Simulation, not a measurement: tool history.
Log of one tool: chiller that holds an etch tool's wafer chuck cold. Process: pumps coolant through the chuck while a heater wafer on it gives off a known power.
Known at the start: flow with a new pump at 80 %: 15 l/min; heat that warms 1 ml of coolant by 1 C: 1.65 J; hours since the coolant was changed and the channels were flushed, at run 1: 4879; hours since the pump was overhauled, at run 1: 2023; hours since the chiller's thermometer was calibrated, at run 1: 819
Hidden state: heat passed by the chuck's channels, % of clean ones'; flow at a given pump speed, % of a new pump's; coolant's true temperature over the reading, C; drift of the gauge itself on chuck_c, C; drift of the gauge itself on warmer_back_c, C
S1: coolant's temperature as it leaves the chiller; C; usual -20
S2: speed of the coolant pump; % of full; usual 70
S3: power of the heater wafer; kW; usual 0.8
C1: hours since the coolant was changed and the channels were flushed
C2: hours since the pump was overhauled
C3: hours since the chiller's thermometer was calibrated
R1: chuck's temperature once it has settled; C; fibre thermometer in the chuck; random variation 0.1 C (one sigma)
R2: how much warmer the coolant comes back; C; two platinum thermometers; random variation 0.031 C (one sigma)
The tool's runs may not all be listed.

run 1 hour=0 | S1=-20 S2=70 S3=0.8 | C1=4879 C2=2023 C3=819 | R1=-14.2 R2=2.27
run 2 hour=67 | S1=-26 S2=70 S3=0.8 | C1=4946 C2=2090 C3=886 | R1=-20 R2=2.32
run 3 hour=161.3 | S1=-20 S2=70 S3=0.8 | C1=5040 C2=2184 C3=980 | R1=-14.1 R2=2.27
run 4 hour=229.2 | S1=-20 S2=70 S3=0.503 | C1=5108 C2=2252 C3=1048 | R1=-16.4 R2=1.44
run 5 hour=276.3 | S1=-20 S2=94 S3=0.8 | C1=5155 C2=2299 C3=1095 | R1=-15.1 R2=1.67
run 6 hour=373.4 | S1=-20 S2=70 S3=0.8 | C1=5252 C2=2396 C3=1192 | R1=-14.2 R2=2.28
run 7 hour=417 | S1=-20 S2=86 S3=0.8 | C1=5296 C2=2440 C3=1236 | R1=-15 R2=1.83
run 8 hour=466.2 | S1=-20 S2=70 S3=0.8 | C1=5345 C2=2489 C3=1285 | R1=-14 R2=2.29
run 9 hour=557.3 | S1=-27 S2=70 S3=0.8 | C1=5436 C2=2580 C3=1376 | R1=-21.1 R2=2.3
run 10 hour=647.4 | S1=-17 S2=70 S3=0.8 | C1=5526 C2=2670 C3=1466 | R1=-10.9 R2=2.29
run 11 hour=718.9 | S1=-20 S2=70 S3=0.8 | C1=5598 C2=2741 C3=1538 | R1=-14.1 R2=2.3
run 12 hour=762.8 | S1=-20 S2=70 S3=0.8 | C1=5642 C2=2785 C3=1582 | R1=-13.9 R2=2.33
run 13 hour=836.5 | S1=-20 S2=70 S3=0.8 | C1=5715 C2=2859 C3=1655 | R1=-14.1 R2=2.34
run 14 hour=901.3 | S1=-20 S2=70 S3=0.8 | C1=5780 C2=2924 C3=1720 | R1=-13.8 R2=2.27
run 15 hour=965.1 | S1=-20 S2=70 S3=0.8 | C1=5844 C2=2988 C3=1784 | R1=-14.1 R2=2.32
run 16 hour=1049.3 | S1=-20 S2=70 S3=0.8 | C1=5928 C2=3072 C3=1868 | R1=-14 R2=2.27
run 17 hour=1132 | S1=-16 S2=73 S3=0.469 | C1=6011 C2=3155 C3=1951 | R1=-12.5 R2=1.32
run 18 hour=1213.1 | S1=-23 S2=82 S3=0.685 | C1=6092 C2=3236 C3=2032 | R1=-18.2 R2=1.71
run 19 hour=1308.4 | S1=-14 S2=68 S3=0.506 | C1=6187 C2=3331 C3=2127 | R1=-10 R2=1.55
run 20 hour=1383.3 | S1=-21 S2=91 S3=0.978 | C1=6262 C2=3406 C3=2202 | R1=-14.9 R2=2.1
run 21 hour=1449.1 | S1=-21 S2=91 S3=0.978 | C1=6328 C2=3472 C3=2268 | R1=-15 R2=2.07
run 22 hour=1535.2 | S1=-13 S2=60 S3=0.605 | C1=6414 C2=3558 C3=2354 | R1=-7.8 R2=2.1
-- hour=1582.7 coolant changed, channels flushed
run 23 hour=1608.3 | S1=-13 S2=60 S3=0.605 | C1=26 C2=3625 C3=2421 | R1=-8.2 R2=2.1
run 24 hour=1663.4 | S1=-13 S2=89 S3=1.095 | C1=81 C2=3680 C3=2476 | R1=-6.5 R2=2.47
run 25 hour=1742.5 | S1=-20 S2=99 S3=0.8 | C1=160 C2=3759 C3=2555 | R1=-15.7 R2=1.58
run 26 hour=1822.6 | S1=-11 S2=61 S3=0.8 | C1=240 C2=3839 C3=2635 | R1=-4.7 R2=2.69
run 27 hour=1919.8 | S1=-27 S2=71 S3=0.656 | C1=337 C2=3936 C3=2733 | R1=-22.3 R2=1.89
run 28 hour=1984.2 | S1=-19 S2=78 S3=0.736 | C1=401 C2=4001 C3=2797 | R1=-14.1 R2=1.94
run 29 hour=2069.3 | S1=-20 S2=76 S3=0.8 | C1=487 C2=4086 C3=2882 | R1=-14.6 R2=2.1
run 30 hour=2134.4 | S1=-23 S2=70 S3=0.8 | C1=552 C2=4151 C3=2947 | R1=-17.2 R2=2.37
run 31 hour=2218.8 | S1=-17 S2=61 S3=1.034 | C1=636 C2=4235 C3=3032 | R1=-8.8 R2=3.52
run 32 hour=2286 | S1=-21 S2=64 S3=0.635 | C1=703 C2=4303 C3=3099 | R1=-15.8 R2=2.04

The same runs without the tool's hidden state, with the same run-to-run variation:
run=1 R1=-14.7 R2=2.24
run=2 R1=-20.5 R2=2.29
run=3 R1=-14.6 R2=2.23
run=4 R1=-16.8 R2=1.42
run=5 R1=-15.6 R2=1.64
run=6 R1=-14.8 R2=2.24
run=7 R1=-15.5 R2=1.8
run=8 R1=-14.6 R2=2.25
run=9 R1=-21.7 R2=2.26
run=10 R1=-11.6 R2=2.24
run=11 R1=-14.7 R2=2.25
run=12 R1=-14.5 R2=2.28
run=13 R1=-14.8 R2=2.29
run=14 R1=-14.5 R2=2.22
run=15 R1=-14.8 R2=2.27
run=16 R1=-14.7 R2=2.21
run=17 R1=-13 R2=1.29
run=18 R1=-18.8 R2=1.67
run=19 R1=-10.5 R2=1.51
run=20 R1=-15.7 R2=2.04
run=21 R1=-15.8 R2=2.01
run=22 R1=-8.5 R2=2.04
run=23 R1=-8.5 R2=2.04
run=24 R1=-6.9 R2=2.39
run=25 R1=-16.1 R2=1.53
run=26 R1=-5.1 R2=2.6
run=27 R1=-22.7 R2=1.83
run=28 R1=-14.5 R2=1.87
run=29 R1=-15.1 R2=2.03
run=30 R1=-17.7 R2=2.28
run=31 R1=-9.3 R2=3.39
run=32 R1=-16.2 R2=1.95
